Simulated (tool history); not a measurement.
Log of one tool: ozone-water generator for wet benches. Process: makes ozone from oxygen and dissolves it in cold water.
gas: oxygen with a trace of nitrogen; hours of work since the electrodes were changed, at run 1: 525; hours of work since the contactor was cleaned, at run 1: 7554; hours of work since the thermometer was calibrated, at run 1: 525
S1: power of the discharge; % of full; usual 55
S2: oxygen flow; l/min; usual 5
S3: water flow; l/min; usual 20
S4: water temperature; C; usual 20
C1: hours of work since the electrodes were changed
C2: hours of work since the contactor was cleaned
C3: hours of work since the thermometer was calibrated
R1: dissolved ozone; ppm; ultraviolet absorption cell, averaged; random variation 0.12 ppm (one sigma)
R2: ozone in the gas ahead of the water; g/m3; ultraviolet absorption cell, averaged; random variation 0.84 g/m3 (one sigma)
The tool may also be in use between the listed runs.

Run 1, hour 0: usual settings; C1 525; C2 7554; C3 525. Result: R1 10 ppm, R2 134.8 g/m3.
Run 2, hour 19: usual settings; C1 540; C2 7568; C3 540. Result: R1 9.9 ppm, R2 134.3 g/m3.
Run 3, hour 36.3: usual settings; C1 553; C2 7581; C3 553. Result: R1 9.9 ppm, R2 136.2 g/m3.
Run 4, hour 65.5: usual settings; C1 574; C2 7603; C3 574. Result: R1 10.1 ppm, R2 135.7 g/m3.
Run 5, hour 89.4: usual settings; C1 592; C2 7621; C3 592. Result: R1 9.9 ppm, R2 135.5 g/m3.
Run 6, hour 110.1: usual settings; C1 608; C2 7637; C3 608. Result: R1 9.9 ppm, R2 135.8 g/m3.
Run 7, hour 143.4: usual settings; C1 633; C2 7661; C3 633. Result: R1 10 ppm, R2 135.5 g/m3.
Run 8, hour 163.3: usual settings but S2 4.48 l/min; C1 648; C2 7676; C3 648. Result: R1 9.9 ppm, R2 140.3 g/m3.
Run 9, hour 178: usual settings but S2 4.48 l/min; C1 659; C2 7687; C3 659. Result: R1 9.9 ppm, R2 141.2 g/m3.
Run 10, hour 202.2: usual settings but S2 4.48 l/min; C1 677; C2 7706; C3 677. Result: R1 9.8 ppm, R2 140.4 g/m3.
Run 11, hour 228.3: usual settings; C1 697; C2 7725; C3 697. Result: R1 10 ppm, R2 135 g/m3.
Run 12, hour 251.2: usual settings but S1 59 % of full; C1 714; C2 7742; C3 714. Result: R1 10.6 ppm, R2 140.9 g/m3.
Run 13, hour 283.5: usual settings but S1 59 % of full; C1 738; C2 7767; C3 738. Result: R1 10.5 ppm, R2 141.9 g/m3.
Run 14, hour 299.8: usual settings but S1 59 % of full; C1 750; C2 7779; C3 750. Result: R1 10.5 ppm, R2 142.6 g/m3.
Run 15, hour 329.2: usual settings but S1 59 % of full, S3 21 l/min; C1 772; C2 7801; C3 772. Result: R1 9.9 ppm, R2 141 g/m3.
Run 16, hour 362.1: usual settings but S1 59 % of full, S3 21 l/min; C1 797; C2 7826; C3 797. Result: R1 10 ppm, R2 141.3 g/m3.
Run 17, hour 392: usual settings but S1 59 % of full, S3 21 l/min; C1 820; C2 7848; C3 820. Result: R1 10 ppm, R2 141.8 g/m3.
Run 18, hour 425.4: usual settings but S1 48 % of full, S3 27 l/min, S4 27 C; C1 845; C2 7873; C3 845. Result: R1 5.9 ppm, R2 121.8 g/m3.
Run 19, hour 457.7: usual settings but S1 69 % of full, S2 7.18 l/min, S3 15 l/min, S4 18 C; C1 869; C2 7897; C3 869. Result: R1 16 ppm, R2 136.7 g/m3.
Run 20, hour 473.3: usual settings but S1 69 % of full, S2 7.18 l/min, S3 15 l/min, S4 18 C; C1 881; C2 7909; C3 881. Result: R1 16.1 ppm, R2 137.4 g/m3.
Run 21, hour 506.5: usual settings but S2 3.96 l/min; C1 905; C2 7934; C3 905. Result: R1 9.6 ppm, R2 148.3 g/m3.
Run 22, hour 530.8: usual settings but S2 3.96 l/min; C1 924; C2 7952; C3 924. Result: R1 9.4 ppm, R2 148.4 g/m3.
Run 23, hour 552.9: usual settings but S2 8.23 l/min, S4 14 C; C1 940; C2 7969; C3 940. Result: R1 11.6 ppm, R2 111.5 g/m3.
Run 24, hour 583.4: usual settings but S2 8.23 l/min, S4 14 C; C1 963; C2 7992; C3 963. Result: R1 11.6 ppm, R2 111.4 g/m3.
Run 25, hour 603.7: usual settings but S1 41 % of full, S3 23 l/min, S4 24 C; C1 978; C2 8007; C3 978. Result: R1 6.5 ppm, R2 109.3 g/m3.
Run 26, hour 630.3: usual settings but S1 93 % of full, S2 4.04 l/min, S4 27 C; C1 998; C2 8027; C3 998. Result: R1 12.5 ppm, R2 212.4 g/m3.
Run 27, hour 648.6: usual settings but S4 24 C; C1 1012; C2 8041; C3 1012. Result: R1 9.4 ppm, R2 135.2 g/m3.
Run 28, hour 674.4: usual settings but S4 24 C; C1 1031; C2 8060; C3 1031. Result: R1 9.4 ppm, R2 134.7 g/m3.
Run 29, hour 698.7: usual settings but S4 24 C; C1 1050; C2 8078; C3 1050. Result: R1 9.3 ppm, R2 133.7 g/m3.
Run 30, hour 722.3: usual settings but S1 44 % of full, S2 2.51 l/min, S3 23 l/min, S4 15 C; C1 1067; C2 8096; C3 1067. Result: R1 6.4 ppm, R2 148.5 g/m3.
Run 31, hour 748.6: usual settings but S1 71 % of full, S2 8.19 l/min, S3 30 l/min, S4 27 C; C1 1087; C2 8116; C3 1087. Result: R1 7.5 ppm, R2 133.4 g/m3.
Run 32, hour 762: usual settings but S1 71 % of full, S2 8.19 l/min, S3 30 l/min, S4 27 C; C1 1097; C2 8126; C3 1097. Result: R1 7.7 ppm, R2 132.3 g/m3.
Run 33, hour 784.8: usual settings but S1 71 % of full, S2 8.19 l/min, S3 30 l/min, S4 27 C; C1 1114; C2 8143; C3 1114. Result: R1 7.6 ppm, R2 133.5 g/m3.
Run 34, hour 806.7: usual settings but S1 75 % of full, S2 8.19 l/min, S3 12 l/min, S4 15 C; C1 1131; C2 8159; C3 1131. Result: R1 21.4 ppm, R2 138.9 g/m3.

Forecast each of these 3 alternatives for the next run:
Run A, hour 820.6: usual settings but S2 4.02 l/min, S4 17 C; C1 1141; C2 8170; C3 1141. Result: R1 ?, R2 ?.
Run B, hour 820.6: usual settings but S1 51 % of full, S2 5.3 l/min, S3 12 l/min, S4 13 C; C1 1141; C2 8170; C3 1141. Result: R1 ?, R2 ?.
Run C, hour 820.6: usual settings but S1 94 % of full, S2 2.69 l/min, S3 12 l/min, S4 15 C; C1 1141; C2 8170; C3 1141. Result: R1 ?, R2 ?.

run    R1     R2
  A   9.9  145.3
  B  16.8  125.5
  C  22.6  248.6
Without the tool's hidden state the same runs would have given:
run    R1     R2
  A  10.6  147.3
  B  17.8  127.2
  C  24.1  253.7
